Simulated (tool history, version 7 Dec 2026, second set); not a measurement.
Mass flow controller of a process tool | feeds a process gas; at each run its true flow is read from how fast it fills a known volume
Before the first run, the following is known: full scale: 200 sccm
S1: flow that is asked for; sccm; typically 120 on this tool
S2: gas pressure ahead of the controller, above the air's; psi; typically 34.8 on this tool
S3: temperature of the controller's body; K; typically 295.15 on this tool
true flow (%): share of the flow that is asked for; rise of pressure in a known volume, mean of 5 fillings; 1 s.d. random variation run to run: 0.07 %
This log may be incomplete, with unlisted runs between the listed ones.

{"run": 1, "hour": 0.0, "S1": 120, "S2": 34.8, "S3": 295.15, "true flow (%)": 98.17}
{"run": 2, "hour": 46.9, "S1": 120, "S2": 34.8, "S3": 295.15, "true flow (%)": 98.12}
{"run": 3, "hour": 90.0, "S1": 120, "S2": 39.7, "S3": 295.15, "true flow (%)": 98.0}
{"run": 4, "hour": 176.6, "S1": 120, "S2": 39.7, "S3": 295.15, "true flow (%)": 98.18}
{"run": 5, "hour": 257.1, "S1": 120, "S2": 39.7, "S3": 295.15, "true flow (%)": 98.23}
{"run": 6, "hour": 329.2, "S1": 120, "S2": 39.7, "S3": 295.15, "true flow (%)": 98.36}
{"run": 7, "hour": 382.5, "S1": 120, "S2": 39.7, "S3": 295.15, "true flow (%)": 98.43}
{"run": 8, "hour": 474.1, "S1": 120, "S2": 34.8, "S3": 295.15, "true flow (%)": 98.6}
{"run": 9, "hour": 554.5, "S1": 120, "S2": 34.8, "S3": 295.15, "true flow (%)": 98.65}
{"run": 10, "hour": 649.4, "S1": 120, "S2": 34.8, "S3": 295.15, "true flow (%)": 98.65}
{"run": 11, "hour": 712.0, "S1": 120, "S2": 34.8, "S3": 295.15, "true flow (%)": 98.75}
{"run": 12, "hour": 753.7, "S1": 120, "S2": 34.8, "S3": 297.15, "true flow (%)": 99.13}
{"run": 13, "hour": 833.9, "S1": 120, "S2": 34.8, "S3": 297.15, "true flow (%)": 98.92}
{"run": 14, "hour": 896.2, "S1": 120, "S2": 34.8, "S3": 297.15, "true flow (%)": 99.06}
{"run": 15, "hour": 964.2, "S1": 120, "S2": 34.8, "S3": 297.15, "true flow (%)": 99.2}
{"run": 16, "hour": 1011.4, "S1": 120, "S2": 34.8, "S3": 304.15, "true flow (%)": 99.75}
{"run": 17, "hour": 1086.1, "S1": 120, "S2": 34.8, "S3": 304.15, "true flow (%)": 99.77}
{"run": 18, "hour": 1161.9, "S1": 153, "S2": 34.8, "S3": 295.15, "true flow (%)": 99.81}
{"run": 19, "hour": 1215.7, "S1": 153, "S2": 34.8, "S3": 295.15, "true flow (%)": 99.78}
{"run": 20, "hour": 1283.2, "S1": 40, "S2": 34.8, "S3": 310.15, "true flow (%)": 99.13}
{"run": 21, "hour": 1322.3, "S1": 40, "S2": 34.8, "S3": 310.15, "true flow (%)": 99.29}
{"run": 22, "hour": 1404.2, "S1": 23, "S2": 33.5, "S3": 310.15, "true flow (%)": 98.96}
{"run": 23, "hour": 1494.2, "S1": 23, "S2": 33.5, "S3": 310.15, "true flow (%)": 99.06}
{"run": 24, "hour": 1560.3, "S1": 130, "S2": 34.8, "S3": 295.15, "true flow (%)": 99.81}
{"run": 25, "hour": 1600.7, "S1": 43, "S2": 28.3, "S3": 295.15, "true flow (%)": 98.46}
{"run": 26, "hour": 1650.6, "S1": 164, "S2": 34.8, "S3": 295.15, "true flow (%)": 100.35}
{"run": 27, "hour": 1726.0, "S1": 109, "S2": 24.7, "S3": 307.15, "true flow (%)": 100.88}
{"run": 28, "hour": 1774.6, "S1": 156, "S2": 22.6, "S3": 298.15, "true flow (%)": 100.96}
{"run": 29, "hour": 1847.4, "S1": 59, "S2": 21.2, "S3": 309.15, "true flow (%)": 100.34}
{"run": 30, "hour": 1908.4, "S1": 120, "S2": 34.8, "S3": 304.15, "true flow (%)": 100.49}
{"run": 31, "hour": 1986.6, "S1": 46, "S2": 38.4, "S3": 298.15, "true flow (%)": 98.69}
{"run": 32, "hour": 2055.1, "S1": 46, "S2": 38.4, "S3": 298.15, "true flow (%)": 98.71}
{"hour": 2062.4, "done": "gauge calibrated"}
{"run": 33, "hour": 2151.1, "S1": 46, "S2": 38.4, "S3": 298.15, "true flow (%)": 97.06}
{"run": 34, "hour": 2229.6, "S1": 21, "S2": 35.2, "S3": 301.15, "true flow (%)": 97.2}
{"run": 35, "hour": 2310.8, "S1": 20, "S2": 24.2, "S3": 303.15, "true flow (%)": 97.71}
{"run": 36, "hour": 2396.0, "S1": 120, "S2": 26.7, "S3": 311.15, "true flow (%)": 100.16}
{"run": 37, "hour": 2476.4, "S1": 155, "S2": 22.8, "S3": 311.15, "true flow (%)": 100.9}
{"run": 38, "hour": 2524.4, "S1": 155, "S2": 22.8, "S3": 311.15, "true flow (%)": 100.94}

Each row is a separate what-if for the run after 38, all from the same tool condition, not one after another. Results?
{"run": "A", "hour": 2571.2, "S1": 155, "S2": 38.3, "S3": 298.15, "true flow (%)": "?"}
{"run": "B", "hour": 2571.2, "S1": 91, "S2": 21.2, "S3": 304.15, "true flow (%)": "?"}
{"run": "C", "hour": 2571.2, "S1": 88, "S2": 38.7, "S3": 304.15, "true flow (%)": "?"}
{"run": "D", "hour": 2571.2, "S1": 155, "S2": 23.2, "S3": 294.15, "true flow (%)": "?"}
{"run": "E", "hour": 2571.2, "S1": 69, "S2": 26.8, "S3": 311.15, "true flow (%)": "?"}

run=A true_flow_(%)=99.34
run=B true_flow_(%)=99.32
run=C true_flow_(%)=98.67
run=D true_flow_(%)=99.59
run=E true_flow_(%)=99.29
Take away the tool's hidden state, keep each run's random variation, and the runs would have read:
run=A true_flow_(%)=98.90
run=B true_flow_(%)=98.88
run=C true_flow_(%)=98.24
run=D true_flow_(%)=99.15
run=E true_flow_(%)=98.85

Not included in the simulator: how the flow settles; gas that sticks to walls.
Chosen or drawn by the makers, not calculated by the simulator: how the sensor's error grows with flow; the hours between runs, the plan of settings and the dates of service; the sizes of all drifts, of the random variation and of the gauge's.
